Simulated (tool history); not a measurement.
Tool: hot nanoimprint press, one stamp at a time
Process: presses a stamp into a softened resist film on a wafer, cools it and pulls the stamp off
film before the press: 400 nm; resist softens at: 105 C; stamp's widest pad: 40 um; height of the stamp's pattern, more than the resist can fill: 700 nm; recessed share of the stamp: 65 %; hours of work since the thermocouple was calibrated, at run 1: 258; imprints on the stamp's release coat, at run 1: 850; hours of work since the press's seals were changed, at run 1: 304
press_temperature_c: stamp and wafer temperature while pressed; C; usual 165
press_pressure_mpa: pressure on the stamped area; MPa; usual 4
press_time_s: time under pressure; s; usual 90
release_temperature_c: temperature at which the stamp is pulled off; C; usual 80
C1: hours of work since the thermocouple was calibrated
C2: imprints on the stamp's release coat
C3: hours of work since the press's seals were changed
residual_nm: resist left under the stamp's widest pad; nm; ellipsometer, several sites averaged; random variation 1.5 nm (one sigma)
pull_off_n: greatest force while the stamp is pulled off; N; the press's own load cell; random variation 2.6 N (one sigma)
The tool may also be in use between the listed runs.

Run 1, hour 0: usual settings; C1 258; C2 850; C3 304. Result: residual_nm 231.1 nm, pull_off_n 117 N.
Run 2, hour 36.6: usual settings; C1 285; C2 954; C3 331. Result: residual_nm 233.4 nm, pull_off_n 117 N.
At hour 55.6: plate thermocouple calibrated.
Run 3, hour 73.7: usual settings but press_pressure_mpa 5.63 MPa; C1 13; C2 1050; C3 356. Result: residual_nm 198.5 nm, pull_off_n 122 N.
Run 4, hour 92.6: usual settings but press_pressure_mpa 5.63 MPa; C1 27; C2 1104; C3 370. Result: residual_nm 197.6 nm, pull_off_n 120 N.
Run 5, hour 134.8: usual settings but press_temperature_c 164 C; C1 59; C2 1224; C3 402. Result: residual_nm 244.3 nm, pull_off_n 122 N.
Run 6, hour 177.9: usual settings but press_temperature_c 164 C; C1 91; C2 1346; C3 434. Result: residual_nm 240.6 nm, pull_off_n 118 N.
Run 7, hour 209.5: usual settings but press_temperature_c 164 C; C1 114; C2 1436; C3 457. Result: residual_nm 242.6 nm, pull_off_n 120 N.
Run 8, hour 243.3: usual settings but press_temperature_c 164 C; C1 139; C2 1532; C3 482. Result: residual_nm 240.9 nm, pull_off_n 121 N.
Run 9, hour 282.5: usual settings but press_pressure_mpa 3.06 MPa; C1 168; C2 1643; C3 511. Result: residual_nm 258.2 nm, pull_off_n 120 N.
Run 10, hour 311.3: usual settings; C1 189; C2 1725; C3 532. Result: residual_nm 233.8 nm, pull_off_n 118 N.
Run 11, hour 342.3: usual settings; C1 213; C2 1813; C3 555. Result: residual_nm 234.6 nm, pull_off_n 118 N.
Run 12, hour 381.2: usual settings but press_pressure_mpa 5.66 MPa; C1 241; C2 1923; C3 584. Result: residual_nm 200.1 nm, pull_off_n 123 N.
At hour 392.1: press's hydraulic seals changed and the load cell set to zero.
Run 13, hour 423.1: usual settings but press_pressure_mpa 5.66 MPa; C1 266; C2 2019; C3 23. Result: residual_nm 197.8 nm, pull_off_n 119 N.
Run 14, hour 455.9: usual settings but press_pressure_mpa 5.66 MPa; C1 291; C2 2112; C3 47. Result: residual_nm 198.2 nm, pull_off_n 121 N.
At hour 466.1: plate thermocouple calibrated.
Run 15, hour 487.4: usual settings but press_pressure_mpa 5.66 MPa; C1 16; C2 2193; C3 68. Result: residual_nm 199.7 nm, pull_off_n 125 N.
Run 16, hour 519.9: usual settings but press_temperature_c 167 C, press_pressure_mpa 5.68 MPa, press_time_s 50 s, release_temperature_c 76 C; C1 40; C2 2285; C3 93. Result: residual_nm 220.5 nm, pull_off_n 131 N.
At hour 546.7: stamp cleaned and given a new release coat.
Run 17, hour 567.8: usual settings but press_temperature_c 167 C, press_pressure_mpa 5.68 MPa, press_time_s 50 s, release_temperature_c 76 C; C1 71; C2 61; C3 124. Result: residual_nm 221.8 nm, pull_off_n 133 N.
Run 18, hour 585.7: usual settings but press_temperature_c 167 C, press_pressure_mpa 5.68 MPa, press_time_s 50 s, release_temperature_c 76 C; C1 84; C2 111; C3 137. Result: residual_nm 220 nm, pull_off_n 130 N.
Run 19, hour 619.6: usual settings but press_temperature_c 167 C, press_pressure_mpa 6.24 MPa, press_time_s 50 s, release_temperature_c 67 C; C1 109; C2 207; C3 162. Result: residual_nm 211.2 nm, pull_off_n 155 N.
Run 20, hour 657.7: usual settings but press_temperature_c 167 C, press_pressure_mpa 6.24 MPa, press_time_s 50 s, release_temperature_c 67 C; C1 138; C2 316; C3 190. Result: residual_nm 211.8 nm, pull_off_n 156 N.
Run 21, hour 691.9: usual settings but press_temperature_c 160 C, press_pressure_mpa 3.27 MPa; C1 163; C2 413; C3 216. Result: residual_nm 299.5 nm, pull_off_n 116 N.
Run 22, hour 716.1: usual settings but press_temperature_c 161 C, press_pressure_mpa 2.85 MPa, press_time_s 179 s, release_temperature_c 67 C; C1 181; C2 481; C3 234. Result: residual_nm 257.2 nm, pull_off_n 150 N.
Run 23, hour 745.7: usual settings but press_temperature_c 171 C, press_pressure_mpa 2.85 MPa, press_time_s 179 s, release_temperature_c 82 C; C1 203; C2 565; C3 255. Result: residual_nm 168.7 nm, pull_off_n 117 N.

The next listed run, before its measurement:
Run 24, hour 768: usual settings but press_temperature_c 172 C, press_pressure_mpa 4.66 MPa, press_time_s 76 s, release_temperature_c 83 C; C1 219; C2 629; C3 272. Result: residual_nm ?, pull_off_n ?.

Run 24 gave residual_nm 169 nm, pull_off_n 116 N.
Without the tool's hidden state the same run would have given residual_nm 168.8 nm, pull_off_n 116 N.
